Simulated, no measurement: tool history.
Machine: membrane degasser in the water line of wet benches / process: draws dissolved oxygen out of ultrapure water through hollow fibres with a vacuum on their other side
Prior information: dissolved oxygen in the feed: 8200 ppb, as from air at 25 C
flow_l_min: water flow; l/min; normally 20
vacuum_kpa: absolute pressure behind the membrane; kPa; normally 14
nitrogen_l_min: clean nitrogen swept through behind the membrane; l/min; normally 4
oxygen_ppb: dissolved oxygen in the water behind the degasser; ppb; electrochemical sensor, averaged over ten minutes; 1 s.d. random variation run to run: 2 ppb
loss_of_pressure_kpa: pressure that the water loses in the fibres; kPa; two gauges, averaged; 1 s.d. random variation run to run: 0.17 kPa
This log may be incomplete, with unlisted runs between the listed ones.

Run 1, day 0: usual settings. Result: oxygen_ppb 198 ppb, loss_of_pressure_kpa 29.63 kPa.
Run 2, day 7.058: usual settings. Result: oxygen_ppb 202.3 ppb, loss_of_pressure_kpa 29.63 kPa.
Run 3, day 13.988: usual settings. Result: oxygen_ppb 194.9 ppb, loss_of_pressure_kpa 29.79 kPa.
Run 4, day 23.821: usual settings. Result: oxygen_ppb 198.8 ppb, loss_of_pressure_kpa 29.43 kPa.
Run 5, day 28.833: usual settings. Result: oxygen_ppb 198.1 ppb, loss_of_pressure_kpa 29.5 kPa.
Run 6, day 35.425: usual settings. Result: oxygen_ppb 194.4 ppb, loss_of_pressure_kpa 29.21 kPa.
Run 7, day 42.367: usual settings but vacuum_kpa 11.5 kPa. Result: oxygen_ppb 169.1 ppb, loss_of_pressure_kpa 29.58 kPa.
Run 8, day 50.258: usual settings but vacuum_kpa 11.5 kPa. Result: oxygen_ppb 166.5 ppb, loss_of_pressure_kpa 29.31 kPa.
Run 9, day 58.25: usual settings but vacuum_kpa 11.5 kPa. Result: oxygen_ppb 168.5 ppb, loss_of_pressure_kpa 29.17 kPa.
At day 59.188: vacuum gauge calibrated.
Run 10, day 64.962: usual settings but flow_l_min 15 l/min. Result: oxygen_ppb 121.2 ppb, loss_of_pressure_kpa 22.05 kPa.
Run 11, day 73.554: usual settings but flow_l_min 15 l/min. Result: oxygen_ppb 119.1 ppb, loss_of_pressure_kpa 21.86 kPa.
Run 12, day 83.192: usual settings but flow_l_min 28 l/min. Result: oxygen_ppb 381 ppb, loss_of_pressure_kpa 40.91 kPa.
Run 13, day 87.971: usual settings but nitrogen_l_min 4.68 l/min. Result: oxygen_ppb 178 ppb, loss_of_pressure_kpa 29.15 kPa.
Run 14, day 96.267: usual settings but nitrogen_l_min 4.68 l/min. Result: oxygen_ppb 177.4 ppb, loss_of_pressure_kpa 29.08 kPa.
Run 15, day 106.704: usual settings but nitrogen_l_min 4.68 l/min. Result: oxygen_ppb 180.9 ppb, loss_of_pressure_kpa 28.82 kPa.
Run 16, day 111.1: usual settings but flow_l_min 16 l/min. Result: oxygen_ppb 132.1 ppb, loss_of_pressure_kpa 23.28 kPa.
Run 17, day 118.946: usual settings but flow_l_min 16 l/min. Result: oxygen_ppb 133.3 ppb, loss_of_pressure_kpa 23.15 kPa.
Run 18, day 125.933: usual settings but flow_l_min 16 l/min. Result: oxygen_ppb 133.7 ppb, loss_of_pressure_kpa 23.51 kPa.
Run 19, day 133.346: usual settings but flow_l_min 17 l/min, vacuum_kpa 13.8 kPa, nitrogen_l_min 7.15 l/min. Result: oxygen_ppb 98.2 ppb, loss_of_pressure_kpa 24.47 kPa.
Run 20, day 140.571: usual settings but vacuum_kpa 19.2 kPa. Result: oxygen_ppb 255 ppb, loss_of_pressure_kpa 29.05 kPa.
Run 21, day 148.088: usual settings but flow_l_min 12 l/min. Result: oxygen_ppb 88.2 ppb, loss_of_pressure_kpa 17.4 kPa.
Run 22, day 158.171: usual settings but flow_l_min 12 l/min. Result: oxygen_ppb 85.8 ppb, loss_of_pressure_kpa 17.31 kPa.
Run 23, day 164.092: usual settings but flow_l_min 14 l/min, vacuum_kpa 12.2 kPa, nitrogen_l_min 5.92 l/min. Result: oxygen_ppb 68.9 ppb, loss_of_pressure_kpa 20.36 kPa.
Run 24, day 168.4: usual settings but flow_l_min 24 l/min, vacuum_kpa 10.1 kPa, nitrogen_l_min 11.36 l/min. Result: oxygen_ppb 165.5 ppb, loss_of_pressure_kpa 34.56 kPa.
At day 173.038: seals of the vacuum lines changed.
Run 25, day 177.9: usual settings but flow_l_min 13 l/min, vacuum_kpa 15.9 kPa, nitrogen_l_min 11.36 l/min. Result: oxygen_ppb 46.1 ppb, loss_of_pressure_kpa 19.07 kPa.
Run 26, day 183.504: usual settings but flow_l_min 13 l/min, vacuum_kpa 15.9 kPa, nitrogen_l_min 11.36 l/min. Result: oxygen_ppb 46.6 ppb, loss_of_pressure_kpa 18.93 kPa.
At day 188.796: vacuum gauge calibrated.
At day 190.646: membrane cartridge changed.
At day 193.896: gauge calibrated.
Run 27, day 194.088: usual settings but flow_l_min 23 l/min, vacuum_kpa 15.8 kPa, nitrogen_l_min 6.9 l/min. Result: oxygen_ppb 212.4 ppb, loss_of_pressure_kpa 34.26 kPa.
Run 28, day 202.821: usual settings but flow_l_min 17 l/min, vacuum_kpa 15.8 kPa, nitrogen_l_min 7.86 l/min. Result: oxygen_ppb 102 ppb, loss_of_pressure_kpa 24.81 kPa.
Run 29, day 211.154: usual settings but flow_l_min 16 l/min, vacuum_kpa 22 kPa, nitrogen_l_min 5.53 l/min. Result: oxygen_ppb 161.3 ppb, loss_of_pressure_kpa 23.67 kPa.
Run 30, day 218.25: usual settings but flow_l_min 16 l/min, vacuum_kpa 22 kPa, nitrogen_l_min 5.53 l/min. Result: oxygen_ppb 161.4 ppb, loss_of_pressure_kpa 23.63 kPa.
Run 31, day 224.829: usual settings but vacuum_kpa 20.4 kPa, nitrogen_l_min 5.25 l/min. Result: oxygen_ppb 228.7 ppb, loss_of_pressure_kpa 29.31 kPa.

A few steps of loss_of_pressure_kpa between consecutive runs. Split each: what settings, incoming material and random variation would produce without the hidden state, and what is left over for the hidden state, along with gauge scatter present in only one of the two compared results (measured, and without hidden state):
The hidden state here: membrane still open, %; true pressure behind the membrane over the reading, kPa; air that leaks in behind the membrane, l/min; drift of the gauge itself on oxygen_ppb, %; drift of the gauge itself on loss_of_pressure_kpa, %.
Run 11 -> 12: flow_l_min 15 -> 28. loss_of_pressure_kpa +19.05 kPa: hidden state -0.25, all else +19.3.
Run 23 -> 24: flow_l_min 14 -> 24, vacuum_kpa 12.2 -> 10.1, nitrogen_l_min 5.92 -> 11.36. loss_of_pressure_kpa +14.2 kPa: hidden state -0.37, all else +14.57.
Run 24 -> 25: flow_l_min 24 -> 13, vacuum_kpa 10.1 -> 15.9, seals of the vacuum lines changed. loss_of_pressure_kpa -15.49 kPa: hidden state +0.36, all else -15.85.
Run 26 -> 27: flow_l_min 13 -> 23, vacuum_kpa 15.9 -> 15.8, nitrogen_l_min 11.36 -> 6.9, vacuum gauge calibrated, membrane cartridge changed, gauge calibrated. loss_of_pressure_kpa +15.33 kPa: hidden state +0.51, all else +14.82.
